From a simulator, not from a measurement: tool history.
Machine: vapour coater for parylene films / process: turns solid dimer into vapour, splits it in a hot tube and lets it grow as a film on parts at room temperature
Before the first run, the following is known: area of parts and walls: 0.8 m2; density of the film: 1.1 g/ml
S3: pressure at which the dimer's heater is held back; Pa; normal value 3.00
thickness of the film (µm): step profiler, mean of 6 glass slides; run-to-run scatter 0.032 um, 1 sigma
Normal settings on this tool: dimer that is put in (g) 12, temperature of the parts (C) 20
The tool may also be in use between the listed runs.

{"run": 1, "day": 0.0, "dimer that is put in (g)": 12, "temperature of the parts (C)": 20, "S3": 3.0, "thickness of the film (µm)": 7.62}
{"run": 2, "day": 3.471, "dimer that is put in (g)": 12, "temperature of the parts (C)": 20, "S3": 3.0, "thickness of the film (µm)": 7.56}
{"day": 4.158, "done": "trap's valve overhauled"}
{"run": 3, "day": 6.558, "dimer that is put in (g)": 12, "temperature of the parts (C)": 20, "S3": 3.0, "thickness of the film (µm)": 7.91}
{"run": 4, "day": 9.404, "dimer that is put in (g)": 12, "temperature of the parts (C)": 20, "S3": 3.0, "thickness of the film (µm)": 7.88}
{"run": 5, "day": 11.417, "dimer that is put in (g)": 12, "temperature of the parts (C)": 20, "S3": 3.0, "thickness of the film (µm)": 7.76}
{"run": 6, "day": 13.612, "dimer that is put in (g)": 12, "temperature of the parts (C)": 20, "S3": 3.0, "thickness of the film (µm)": 7.79}
{"run": 7, "day": 16.467, "dimer that is put in (g)": 12, "temperature of the parts (C)": 20, "S3": 3.0, "thickness of the film (µm)": 7.72}
{"run": 8, "day": 19.55, "dimer that is put in (g)": 12, "temperature of the parts (C)": 15, "S3": 3.0, "thickness of the film (µm)": 9.15}
{"run": 9, "day": 22.85, "dimer that is put in (g)": 12, "temperature of the parts (C)": 15, "S3": 3.0, "thickness of the film (µm)": 9.12}
{"run": 10, "day": 24.5, "dimer that is put in (g)": 12, "temperature of the parts (C)": 15, "S3": 3.0, "thickness of the film (µm)": 9.11}
{"run": 11, "day": 27.904, "dimer that is put in (g)": 12, "temperature of the parts (C)": 20, "S3": 3.0, "thickness of the film (µm)": 7.47}
{"run": 12, "day": 30.971, "dimer that is put in (g)": 12, "temperature of the parts (C)": 20, "S3": 3.0, "thickness of the film (µm)": 7.46}
{"day": 31.462, "done": "trap's valve overhauled"}
{"day": 32.042, "done": "table's thermometer calibrated"}
{"run": 13, "day": 33.846, "dimer that is put in (g)": 12, "temperature of the parts (C)": 20, "S3": 3.0, "thickness of the film (µm)": 8.07}
{"run": 14, "day": 36.517, "dimer that is put in (g)": 12, "temperature of the parts (C)": 20, "S3": 3.0, "thickness of the film (µm)": 8.07}
{"run": 15, "day": 39.821, "dimer that is put in (g)": 12, "temperature of the parts (C)": 20, "S3": 3.0, "thickness of the film (µm)": 8.01}
{"run": 16, "day": 41.754, "dimer that is put in (g)": 11, "temperature of the parts (C)": 18, "S3": 3.5, "thickness of the film (µm)": 7.62}
{"run": 17, "day": 43.762, "dimer that is put in (g)": 12, "temperature of the parts (C)": 15, "S3": 2.67, "thickness of the film (µm)": 9.76}
{"run": 18, "day": 45.842, "dimer that is put in (g)": 12, "temperature of the parts (C)": 15, "S3": 2.67, "thickness of the film (µm)": 9.71}
{"run": 19, "day": 48.479, "dimer that is put in (g)": 12, "temperature of the parts (C)": 13, "S3": 3.0, "thickness of the film (µm)": 10.21}
{"run": 20, "day": 51.788, "dimer that is put in (g)": 15, "temperature of the parts (C)": 24, "S3": 3.18, "thickness of the film (µm)": 8.31}
{"run": 21, "day": 54.846, "dimer that is put in (g)": 13, "temperature of the parts (C)": 13, "S3": 5.66, "thickness of the film (µm)": 9.72}
{"run": 22, "day": 57.888, "dimer that is put in (g)": 13, "temperature of the parts (C)": 13, "S3": 5.66, "thickness of the film (µm)": 9.58}
{"day": 58.746, "done": "trap's valve overhauled"}
{"run": 23, "day": 60.25, "dimer that is put in (g)": 13, "temperature of the parts (C)": 13, "S3": 5.66, "thickness of the film (µm)": 10.1}
{"run": 24, "day": 62.3, "dimer that is put in (g)": 13, "temperature of the parts (C)": 13, "S3": 5.66, "thickness of the film (µm)": 10.03}
{"run": 25, "day": 64.704, "dimer that is put in (g)": 13, "temperature of the parts (C)": 13, "S3": 5.66, "thickness of the film (µm)": 9.91}
{"run": 26, "day": 68.188, "dimer that is put in (g)": 13, "temperature of the parts (C)": 13, "S3": 5.66, "thickness of the film (µm)": 9.86}
{"run": 27, "day": 69.812, "dimer that is put in (g)": 13, "temperature of the parts (C)": 13, "S3": 5.66, "thickness of the film (µm)": 9.86}
{"run": 28, "day": 72.992, "dimer that is put in (g)": 14, "temperature of the parts (C)": 13, "S3": 5.37, "thickness of the film (µm)": 10.73}
{"run": 29, "day": 74.675, "dimer that is put in (g)": 15, "temperature of the parts (C)": 31, "S3": 2.36, "thickness of the film (µm)": 6.84}
{"run": 30, "day": 77.667, "dimer that is put in (g)": 15, "temperature of the parts (C)": 18, "S3": 4.47, "thickness of the film (µm)": 9.64}

Results for each run, recomputed without the tool's hidden state and with each run's random variation untouched:
What the log doesn't record here: vapour lost through the trap's worn valve, %; true temperature of the parts over the reading, C; drift of the gauge itself on film_um, %.
run=1 thickness_of_the_film_(µm)=8.19
run=2 thickness_of_the_film_(µm)=8.19
run=3 thickness_of_the_film_(µm)=8.18
run=4 thickness_of_the_film_(µm)=8.20
run=5 thickness_of_the_film_(µm)=8.11
run=6 thickness_of_the_film_(µm)=8.18
run=7 thickness_of_the_film_(µm)=8.16
run=8 thickness_of_the_film_(µm)=9.74
run=9 thickness_of_the_film_(µm)=9.78
run=10 thickness_of_the_film_(µm)=9.81
run=11 thickness_of_the_film_(µm)=8.11
run=12 thickness_of_the_film_(µm)=8.16
run=13 thickness_of_the_film_(µm)=8.11
run=14 thickness_of_the_film_(µm)=8.15
run=15 thickness_of_the_film_(µm)=8.16
run=16 thickness_of_the_film_(µm)=7.80
run=17 thickness_of_the_film_(µm)=10.02
run=18 thickness_of_the_film_(µm)=10.02
run=19 thickness_of_the_film_(µm)=10.59
run=20 thickness_of_the_film_(µm)=8.69
run=21 thickness_of_the_film_(µm)=10.24
run=22 thickness_of_the_film_(µm)=10.16
run=23 thickness_of_the_film_(µm)=10.22
run=24 thickness_of_the_film_(µm)=10.19
run=25 thickness_of_the_film_(µm)=10.13
run=26 thickness_of_the_film_(µm)=10.15
run=27 thickness_of_the_film_(µm)=10.19
run=28 thickness_of_the_film_(µm)=11.17
run=29 thickness_of_the_film_(µm)=7.14
run=30 thickness_of_the_film_(µm)=10.14
